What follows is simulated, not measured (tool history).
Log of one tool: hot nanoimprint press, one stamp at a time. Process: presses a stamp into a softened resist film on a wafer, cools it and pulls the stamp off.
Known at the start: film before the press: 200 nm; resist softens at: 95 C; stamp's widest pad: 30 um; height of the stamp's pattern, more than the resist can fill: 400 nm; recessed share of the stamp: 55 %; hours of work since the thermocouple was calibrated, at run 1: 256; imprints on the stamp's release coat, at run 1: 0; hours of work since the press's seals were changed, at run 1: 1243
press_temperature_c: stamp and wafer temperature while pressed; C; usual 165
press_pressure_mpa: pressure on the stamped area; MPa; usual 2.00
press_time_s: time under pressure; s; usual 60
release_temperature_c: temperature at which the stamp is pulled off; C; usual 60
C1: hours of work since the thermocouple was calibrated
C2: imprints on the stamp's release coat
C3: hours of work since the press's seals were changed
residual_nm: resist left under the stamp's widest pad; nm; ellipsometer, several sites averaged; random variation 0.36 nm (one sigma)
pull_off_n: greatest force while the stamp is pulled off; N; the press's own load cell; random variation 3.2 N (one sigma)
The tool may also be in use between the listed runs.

run 1 hour=0.0 | press_temperature_c=165 press_pressure_mpa=2.00 press_time_s=60 release_temperature_c=60 | C1=256 C2=0 C3=1243 | residual_nm=111.0 pull_off_n=206
run 2 hour=43.9 | press_temperature_c=165 press_pressure_mpa=2.00 press_time_s=60 release_temperature_c=60 | C1=289 C2=227 C3=1277 | residual_nm=111.4 pull_off_n=210
run 3 hour=73.1 | press_temperature_c=165 press_pressure_mpa=2.00 press_time_s=60 release_temperature_c=60 | C1=312 C2=379 C3=1299 | residual_nm=111.1 pull_off_n=207
run 4 hour=98.4 | press_temperature_c=165 press_pressure_mpa=2.00 press_time_s=46 release_temperature_c=60 | C1=331 C2=510 C3=1319 | residual_nm=119.1 pull_off_n=207
-- hour=111.0 press's hydraulic seals changed and the load cell set to zero
run 5 hour=128.8 | press_temperature_c=165 press_pressure_mpa=2.00 press_time_s=46 release_temperature_c=60 | C1=349 C2=626 C3=14 | residual_nm=119.4 pull_off_n=209
run 6 hour=154.5 | press_temperature_c=165 press_pressure_mpa=2.00 press_time_s=46 release_temperature_c=60 | C1=369 C2=759 C3=34 | residual_nm=119.1 pull_off_n=209
-- hour=159.8 plate thermocouple calibrated
run 7 hour=190.5 | press_temperature_c=165 press_pressure_mpa=2.00 press_time_s=46 release_temperature_c=60 | C1=24 C2=930 C3=59 | residual_nm=119.6 pull_off_n=209
run 8 hour=211.8 | press_temperature_c=165 press_pressure_mpa=2.00 press_time_s=60 release_temperature_c=60 | C1=40 C2=1041 C3=75 | residual_nm=110.8 pull_off_n=207
run 9 hour=253.2 | press_temperature_c=165 press_pressure_mpa=2.00 press_time_s=60 release_temperature_c=49 | C1=72 C2=1256 C3=107 | residual_nm=110.6 pull_off_n=255
run 10 hour=291.1 | press_temperature_c=165 press_pressure_mpa=2.00 press_time_s=60 release_temperature_c=49 | C1=101 C2=1452 C3=137 | residual_nm=111.0 pull_off_n=254
run 11 hour=336.6 | press_temperature_c=165 press_pressure_mpa=2.00 press_time_s=60 release_temperature_c=60 | C1=136 C2=1688 C3=172 | residual_nm=110.6 pull_off_n=211
run 12 hour=368.5 | press_temperature_c=165 press_pressure_mpa=2.00 press_time_s=60 release_temperature_c=51 | C1=161 C2=1853 C3=196 | residual_nm=110.2 pull_off_n=245
run 13 hour=395.6 | press_temperature_c=165 press_pressure_mpa=2.00 press_time_s=60 release_temperature_c=60 | C1=182 C2=1994 C3=217 | residual_nm=109.9 pull_off_n=209
-- hour=428.8 stamp cleaned and given a new release coat
run 14 hour=428.8 | press_temperature_c=165 press_pressure_mpa=2.00 press_time_s=60 release_temperature_c=60 | C1=203 C2=0 C3=238 | residual_nm=110.8 pull_off_n=210
run 15 hour=472.1 | press_temperature_c=163 press_pressure_mpa=2.00 press_time_s=60 release_temperature_c=60 | C1=236 C2=224 C3=272 | residual_nm=118.1 pull_off_n=212
run 16 hour=518.0 | press_temperature_c=163 press_pressure_mpa=2.00 press_time_s=60 release_temperature_c=60 | C1=272 C2=462 C3=307 | residual_nm=118.5 pull_off_n=208
run 17 hour=557.4 | press_temperature_c=156 press_pressure_mpa=1.77 press_time_s=59 release_temperature_c=67 | C1=302 C2=667 C3=337 | residual_nm=153.5 pull_off_n=172
run 18 hour=608.8 | press_temperature_c=156 press_pressure_mpa=1.77 press_time_s=59 release_temperature_c=67 | C1=342 C2=933 C3=377 | residual_nm=153.7 pull_off_n=178
-- hour=651.9 plate thermocouple calibrated
run 19 hour=658.7 | press_temperature_c=165 press_pressure_mpa=2.24 press_time_s=60 release_temperature_c=52 | C1=5 C2=1176 C3=413 | residual_nm=104.4 pull_off_n=247
run 20 hour=696.8 | press_temperature_c=176 press_pressure_mpa=1.89 press_time_s=68 release_temperature_c=62 | C1=35 C2=1374 C3=443 | residual_nm=71.7 pull_off_n=198
run 21 hour=747.7 | press_temperature_c=176 press_pressure_mpa=1.89 press_time_s=68 release_temperature_c=62 | C1=74 C2=1638 C3=482 | residual_nm=72.5 pull_off_n=203
run 22 hour=794.4 | press_temperature_c=165 press_pressure_mpa=2.73 press_time_s=60 release_temperature_c=60 | C1=110 C2=1880 C3=518 | residual_nm=93.5 pull_off_n=208
run 23 hour=834.2 | press_temperature_c=165 press_pressure_mpa=2.73 press_time_s=60 release_temperature_c=60 | C1=141 C2=2086 C3=549 | residual_nm=93.0 pull_off_n=207
-- hour=847.1 stamp cleaned and given a new release coat
run 24 hour=887.3 | press_temperature_c=160 press_pressure_mpa=2.00 press_time_s=60 release_temperature_c=49 | C1=177 C2=209 C3=585 | residual_nm=130.1 pull_off_n=256
run 25 hour=937.9 | press_temperature_c=160 press_pressure_mpa=1.48 press_time_s=60 release_temperature_c=54 | C1=216 C2=471 C3=624 | residual_nm=145.6 pull_off_n=234
run 26 hour=973.2 | press_temperature_c=162 press_pressure_mpa=2.40 press_time_s=35 release_temperature_c=60 | C1=243 C2=654 C3=651 | residual_nm=129.3 pull_off_n=208
run 27 hour=1002.0 | press_temperature_c=155 press_pressure_mpa=1.98 press_time_s=77 release_temperature_c=46 | C1=265 C2=803 C3=673 | residual_nm=143.6 pull_off_n=275

Forecast run 28:
run 28 hour=1029.3 | press_temperature_c=155 press_pressure_mpa=1.25 press_time_s=89 release_temperature_c=46 | C1=286 C2=945 C3=694 | residual_nm=? pull_off_n=?

residual_nm: 160.2 nm
pull_off_n: 277 N
Without the tool's hidden state the same run would have given residual_nm 163.6 nm, pull_off_n 277 N.

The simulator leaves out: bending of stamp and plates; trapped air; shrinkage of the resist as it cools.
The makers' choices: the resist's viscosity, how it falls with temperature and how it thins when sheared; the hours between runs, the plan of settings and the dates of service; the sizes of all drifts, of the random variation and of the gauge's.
